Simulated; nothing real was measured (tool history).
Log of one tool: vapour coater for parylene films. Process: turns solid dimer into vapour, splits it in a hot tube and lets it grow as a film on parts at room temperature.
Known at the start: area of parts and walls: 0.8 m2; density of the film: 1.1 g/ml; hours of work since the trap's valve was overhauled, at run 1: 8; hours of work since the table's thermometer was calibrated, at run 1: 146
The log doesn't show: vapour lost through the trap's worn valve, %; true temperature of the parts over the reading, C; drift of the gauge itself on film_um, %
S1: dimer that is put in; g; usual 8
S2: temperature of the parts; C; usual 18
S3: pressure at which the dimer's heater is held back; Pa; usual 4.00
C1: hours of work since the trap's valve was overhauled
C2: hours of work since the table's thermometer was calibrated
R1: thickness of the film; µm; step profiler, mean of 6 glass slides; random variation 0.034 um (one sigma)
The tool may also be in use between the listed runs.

run 1 hour=0.0 | S1=8 S2=18 S3=4.00 | C1=8 C2=146 | R1=4.85
run 2 hour=14.7 | S1=8 S2=18 S3=4.00 | C1=21 C2=159 | R1=4.85
run 3 hour=35.0 | S1=8 S2=18 S3=4.00 | C1=38 C2=176 | R1=4.78
run 4 hour=55.8 | S1=8 S2=16 S3=4.00 | C1=56 C2=194 | R1=5.12
run 5 hour=71.7 | S1=8 S2=16 S3=3.25 | C1=69 C2=207 | R1=5.20
run 6 hour=90.6 | S1=8 S2=16 S3=3.25 | C1=85 C2=223 | R1=5.23
run 7 hour=106.8 | S1=8 S2=16 S3=3.25 | C1=99 C2=237 | R1=5.19
run 8 hour=127.0 | S1=8 S2=16 S3=3.25 | C1=116 C2=254 | R1=5.12
run 9 hour=145.0 | S1=8 S2=24 S3=4.00 | C1=131 C2=269 | R1=3.73
run 10 hour=155.5 | S1=8 S2=18 S3=4.00 | C1=140 C2=278 | R1=4.65
run 11 hour=176.4 | S1=8 S2=18 S3=4.00 | C1=158 C2=296 | R1=4.65
run 12 hour=196.4 | S1=8 S2=18 S3=4.00 | C1=175 C2=313 | R1=4.67
run 13 hour=207.6 | S1=8 S2=18 S3=6.57 | C1=184 C2=322 | R1=4.39
run 14 hour=220.1 | S1=8 S2=18 S3=4.25 | C1=195 C2=333 | R1=4.63
run 15 hour=240.9 | S1=8 S2=26 S3=4.25 | C1=213 C2=351 | R1=3.38
run 16 hour=254.4 | S1=8 S2=26 S3=4.25 | C1=224 C2=362 | R1=3.39
run 17 hour=274.1 | S1=8 S2=26 S3=4.25 | C1=241 C2=379 | R1=3.36

Run 18 comes next. What will it give?
run 18 hour=285.3 | S1=8 S2=26 S3=4.25 | C1=250 C2=388 | R1=?

R1: 3.32 µm
Without the tool's hidden state the same run would have given R1 3.56 µm.
